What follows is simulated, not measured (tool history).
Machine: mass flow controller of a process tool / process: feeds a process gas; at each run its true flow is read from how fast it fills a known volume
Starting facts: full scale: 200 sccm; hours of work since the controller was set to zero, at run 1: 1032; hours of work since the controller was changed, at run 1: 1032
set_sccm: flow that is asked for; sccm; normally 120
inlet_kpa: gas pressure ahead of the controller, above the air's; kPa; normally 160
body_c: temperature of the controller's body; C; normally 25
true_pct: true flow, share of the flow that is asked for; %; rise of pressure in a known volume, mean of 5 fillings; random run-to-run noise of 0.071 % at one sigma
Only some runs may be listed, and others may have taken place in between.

run    hour  set_sccm  inlet_kpa  body_c  hours of work since the controller was set to zero  hours of work since the controller was changed  true_pct
  1     0.0       120        160      25                                                1032                                            1032     99.72
  2    42.2       120        160      25                                                1051                                            1051     99.59
  3   124.0       120        160      25                                                1087                                            1087     99.57
  4   197.7       120        160      25                                                1121                                            1121     99.43
  5   276.4       120        160      25                                                1156                                            1156     99.22
  6   331.5       120        160      25                                                1181                                            1181     99.20
  7   387.9       120        160      25                                                1206                                            1206     99.01
  8   463.9       120        160      25                                                1241                                            1241     99.03
  9   523.6       120        160      25                                                1268                                            1268     98.91
 10   594.9       120        160      25                                                1300                                            1300     98.76
 11   641.9       120        160      25                                                1321                                            1321     98.71
 12   718.5       120        160      25                                                1355                                            1355     98.52
 13   760.9       120        160      25                                                1374                                            1374     98.56
 14   836.3       120        160      25                                                1408                                            1408     98.28
 15   878.3       120        160      25                                                1427                                            1427     98.23
 16   941.4        57        160      25                                                1456                                            1456     97.74
 17  1003.4        57        160      25                                                1484                                            1484     97.62
 18  1059.0        57        160      25                                                1509                                            1509     97.53
 19  1135.8        57        160      25                                                1543                                            1543     97.35
 20  1180.3        42        165      38                                                1563                                            1563     96.10
 21  1216.7        43        165      38                                                1580                                            1580     95.98
 22  1282.2        33        249      23                                                1609                                            1609     96.74
 23  1334.0        33        249      23                                                1633                                            1633     96.50
 24  1402.9        24        188      37                                                1664                                            1664     95.48
 25  1441.0       147        178      24                                                1681                                            1681     97.45
 26  1485.4       147        261      30                                                1701                                            1701     96.09
     1529.1  -- gauge calibrated
 27  1542.5       147        261      30                                                1727                                            1727     98.77
 28  1592.1       147        225      30                                                1749                                            1749     98.83
 29  1657.2        36        222      24                                                1778                                            1778     98.68
 30  1704.7       172        222      25                                                1800                                            1800     99.35
 31  1764.2       172        222      25                                                1826                                            1826     99.27

Each row is a separate what-if for the run after 31, all from the same tool condition, not one after another. Results?
  A  1846.2       120        153      25                                                1863                                            1863         ?
  B  1846.2       195        222      25                                                1863                                            1863         ?
  C  1846.2       184        199      25                                                1863                                            1863         ?
  D  1846.2        60        222      25                                                1863                                            1863         ?

run  true_pct
  A     99.17
  B     99.27
  C     99.39
  D     98.38
Take away the tool's hidden state, keep each run's random variation, and the runs would have read:
run  true_pct
  A     99.73
  B     99.83
  C     99.95
  D     98.94

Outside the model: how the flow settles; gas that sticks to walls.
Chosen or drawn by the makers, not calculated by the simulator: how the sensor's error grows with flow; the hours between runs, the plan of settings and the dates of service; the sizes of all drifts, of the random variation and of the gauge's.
